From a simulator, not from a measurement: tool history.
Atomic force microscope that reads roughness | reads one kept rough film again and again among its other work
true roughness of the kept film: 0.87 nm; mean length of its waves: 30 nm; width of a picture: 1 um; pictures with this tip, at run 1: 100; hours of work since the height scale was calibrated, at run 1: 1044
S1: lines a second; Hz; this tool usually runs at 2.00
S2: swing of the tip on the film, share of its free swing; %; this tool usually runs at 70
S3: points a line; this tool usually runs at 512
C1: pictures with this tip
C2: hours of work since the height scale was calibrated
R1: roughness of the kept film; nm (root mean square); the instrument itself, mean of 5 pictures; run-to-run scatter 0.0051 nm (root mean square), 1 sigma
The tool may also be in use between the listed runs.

{"run": 1, "day": 0.0, "S1": 2.0, "S2": 70, "S3": 512, "C1": 100, "C2": 1044, "R1": 0.794}
{"day": 0.921, "done": "new tip fitted"}
{"run": 2, "day": 1.421, "S1": 2.0, "S2": 70, "S3": 512, "C1": 29, "C2": 1070, "R1": 0.805}
{"day": 3.6, "done": "new tip fitted"}
{"run": 3, "day": 3.6, "S1": 2.0, "S2": 70, "S3": 512, "C1": 0, "C2": 1110, "R1": 0.813}
{"day": 6.283, "done": "new tip fitted"}
{"run": 4, "day": 6.292, "S1": 0.64, "S2": 70, "S3": 512, "C1": 0, "C2": 1159, "R1": 0.839}
{"run": 5, "day": 8.071, "S1": 2.0, "S2": 74, "S3": 512, "C1": 105, "C2": 1192, "R1": 0.777}
{"day": 8.875, "done": "new tip fitted"}
{"day": 9.496, "done": "height scale calibrated on a step standard"}
{"run": 6, "day": 9.542, "S1": 2.0, "S2": 74, "S3": 512, "C1": 37, "C2": 1, "R1": 0.772}
{"day": 11.508, "done": "new tip fitted"}
{"run": 7, "day": 12.321, "S1": 2.0, "S2": 74, "S3": 512, "C1": 48, "C2": 52, "R1": 0.777}
{"day": 14.054, "done": "new tip fitted"}
{"run": 8, "day": 14.929, "S1": 2.0, "S2": 88, "S3": 512, "C1": 52, "C2": 100, "R1": 0.727}
{"run": 9, "day": 16.504, "S1": 2.0, "S2": 70, "S3": 512, "C1": 144, "C2": 129, "R1": 0.777}
{"day": 16.671, "done": "new tip fitted"}
{"day": 19.458, "done": "new tip fitted"}
{"run": 10, "day": 19.883, "S1": 2.0, "S2": 70, "S3": 512, "C1": 25, "C2": 191, "R1": 0.791}
{"run": 11, "day": 21.862, "S1": 2.0, "S2": 83, "S3": 782, "C1": 142, "C2": 227, "R1": 0.733}
{"day": 22.15, "done": "new tip fitted"}
{"run": 12, "day": 23.992, "S1": 2.0, "S2": 83, "S3": 782, "C1": 108, "C2": 266, "R1": 0.75}
{"day": 24.704, "done": "new tip fitted"}
{"day": 27.321, "done": "new tip fitted"}
{"run": 13, "day": 27.417, "S1": 2.0, "S2": 83, "S3": 265, "C1": 6, "C2": 329, "R1": 0.748}
{"run": 14, "day": 29.112, "S1": 2.0, "S2": 83, "S3": 265, "C1": 106, "C2": 360, "R1": 0.725}
{"day": 30.0, "done": "new tip fitted"}
{"run": 15, "day": 32.321, "S1": 2.0, "S2": 62, "S3": 265, "C1": 137, "C2": 419, "R1": 0.782}
{"day": 32.662, "done": "new tip fitted"}
{"run": 16, "day": 33.804, "S1": 2.0, "S2": 79, "S3": 267, "C1": 67, "C2": 446, "R1": 0.758}
{"day": 35.467, "done": "new tip fitted"}
{"run": 17, "day": 36.433, "S1": 0.63, "S2": 65, "S3": 267, "C1": 57, "C2": 495, "R1": 0.812}
{"day": 38.046, "done": "new tip fitted"}
{"run": 18, "day": 38.779, "S1": 1.56, "S2": 59, "S3": 441, "C1": 43, "C2": 538, "R1": 0.83}

Predict each of these 3 candidate next runs independently; none follows another, all start after run 18:
{"day": 40.592, "done": "new tip fitted"}
{"run": "A", "day": 40.779, "S1": 2.56, "S2": 67, "S3": 338, "C1": 11, "C2": 574, "R1": "?"}
{"day": 40.592, "done": "new tip fitted"}
{"run": "B", "day": 40.779, "S1": 0.58, "S2": 60, "S3": 622, "C1": 11, "C2": 574, "R1": "?"}
{"day": 40.592, "done": "new tip fitted"}
{"run": "C", "day": 40.779, "S1": 0.71, "S2": 67, "S3": 441, "C1": 11, "C2": 574, "R1": "?"}

run=A R1=0.795
run=B R1=0.852
run=C R1=0.837
With no hidden state in the tool, these same runs would have given:
run=A R1=0.787
run=B R1=0.844
run=C R1=0.829
